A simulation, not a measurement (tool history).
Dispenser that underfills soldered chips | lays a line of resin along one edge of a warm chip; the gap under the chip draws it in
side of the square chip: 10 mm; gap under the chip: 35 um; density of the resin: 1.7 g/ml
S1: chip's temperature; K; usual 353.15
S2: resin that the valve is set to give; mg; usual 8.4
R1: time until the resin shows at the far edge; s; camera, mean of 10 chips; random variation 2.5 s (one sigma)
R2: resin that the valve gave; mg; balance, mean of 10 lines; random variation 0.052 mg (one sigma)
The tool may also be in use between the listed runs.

run,day,S1,S2,R1,R2
1,0,353.15,8.4,300.9,7.64
# day 0.058: new syringe of resin
# day 0.2: dispensing valve cleaned and set on the balance
2,0.408,353.15,8.4,295.9,8.39
# day 0.492: new syringe of resin
3,0.717,353.15,8.4,276.1,8.41
# day 0.912: new syringe of resin
4,1.212,368.15,8.4,157.9,8.34
# day 1.304: new syringe of resin
5,1.65,368.15,8.4,160.1,8.34
# day 1.696: new syringe of resin
6,1.9,368.15,8.4,149.1,8.26
# day 2.096: new syringe of resin
7,2.275,368.15,8.4,145.6,8.24
# day 2.512: new syringe of resin
8,2.779,353.15,8.4,279.5,8.18
# day 2.938: new syringe of resin
9,3,353.15,8.4,259.8,8.1
# day 3.333: new syringe of resin
10,3.425,353.15,8.4,260.1,8.15
11,3.633,343.15,8.4,449.4,8.11
# day 3.733: new syringe of resin
12,3.871,362.15,8.4,184.9,8.09
# day 4.121: new syringe of resin
13,4.192,362.15,8.4,174.4,8.06
14,4.438,364.15,8.4,180.4,7.99
# day 4.512: new syringe of resin
15,4.679,364.15,8.4,171.6,7.99
# day 4.9: new syringe of resin
16,4.992,364.15,8.4,165.9,7.96
# day 5.312: new syringe of resin
17,5.421,353.15,8.4,267,7.9
# day 5.717: new syringe of resin
18,5.725,353.15,7.37,268.8,6.97
19,6.038,353.15,7.37,310.8,6.96
# day 6.125: new syringe of resin
20,6.375,357.15,7.37,253.8,6.92
# day 6.546: new syringe of resin
21,6.671,364.15,7.56,177.7,7.11
# day 6.971: new syringe of resin
22,7.042,364.15,7.56,174,7.04
23,7.312,358.15,10.88,235.2,9.99
# day 7.362: new syringe of resin
24,7.65,341.15,8.22,500.6,7.52
# day 7.758: new syringe of resin
# day 7.954: dispensing valve cleaned and set on the balance
25,7.958,345.15,9.28,369.3,9.3
# day 8.217: new syringe of resin
26,8.229,360.15,8.4,189.1,8.27
27,8.542,348.15,8.77,366.3,8.7
# day 8.642: new syringe of resin
28,8.996,352.15,9.86,304.9,9.8
# day 9.054: new syringe of resin
29,9.283,350.15,8.55,321.3,8.46
# day 9.454: new syringe of resin
30,9.6,350.15,8.73,312.1,8.52
# day 9.875: new syringe of resin
31,9.996,350.15,8.73,314.3,8.57
# day 10.275: new syringe of resin
32,10.275,350.15,8.73,287.4,8.51
# day 10.667: new syringe of resin
33,10.667,345.15,8.95,354.5,8.62
# day 11.062: new syringe of resin
34,11.146,357.15,8.02,226.3,7.66

3 ways to go on from here, each from the tool as it stands after run 34. What would each give?
# day 11.458: new syringe of resin
A,11.508,355.15,8.02,?,?
# day 11.458: new syringe of resin
B,11.508,353.15,10.46,?,?
# day 11.458: new syringe of resin
C,11.508,358.15,7.38,?,?

run,R1,R2
A,244.8,7.63
B,247.6,9.96
C,217.9,7.1
Without the tool's hidden state the same runs would have given:
run,R1,R2
A,234.6,7.97
B,239.4,10.39
C,208,7.41
